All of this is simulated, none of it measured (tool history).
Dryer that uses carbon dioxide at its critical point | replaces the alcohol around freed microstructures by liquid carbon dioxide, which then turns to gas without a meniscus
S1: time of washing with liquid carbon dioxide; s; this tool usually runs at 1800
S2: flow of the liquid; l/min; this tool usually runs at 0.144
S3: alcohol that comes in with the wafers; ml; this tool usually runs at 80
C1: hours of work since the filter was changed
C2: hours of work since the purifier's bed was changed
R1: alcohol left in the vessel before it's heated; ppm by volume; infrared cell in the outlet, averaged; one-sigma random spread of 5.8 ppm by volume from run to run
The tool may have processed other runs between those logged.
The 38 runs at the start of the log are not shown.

run	hour	S1	S2	S3	C1	C2	R1
39	346.4	2040	0.096	74	423	154	1612
40	358.3	2340	0.185	80	427	158	63
41	369.0	1560	0.087	94	430	161	8118
42	376.0	2760	0.148	80	432	163	65
43	383.4	2760	0.148	80	435	166	62
# hour 390.2: inlet filter changed
44	395.2	1380	0.144	80	2	169	941
45	401.0	1860	0.166	80	3	171	110
46	414.0	1860	0.166	80	7	175	113

Each row is a separate what-if for the run after 46, all from the same tool condition, not one after another. Results?
A	425.4	2580	0.144	31	11	179	?
B	425.4	1200	0.094	80	11	179	?
C	425.4	1800	0.144	51	11	179	?
D	425.4	1860	0.103	25	11	179	?
E	425.4	1440	0.232	80	11	179	?

run	R1
A	70
B	9168
C	182
D	443
E	85
What these runs would have given with no unlogged condition in the tool:
run	R1
A	14
B	9038
C	123
D	381
E	27

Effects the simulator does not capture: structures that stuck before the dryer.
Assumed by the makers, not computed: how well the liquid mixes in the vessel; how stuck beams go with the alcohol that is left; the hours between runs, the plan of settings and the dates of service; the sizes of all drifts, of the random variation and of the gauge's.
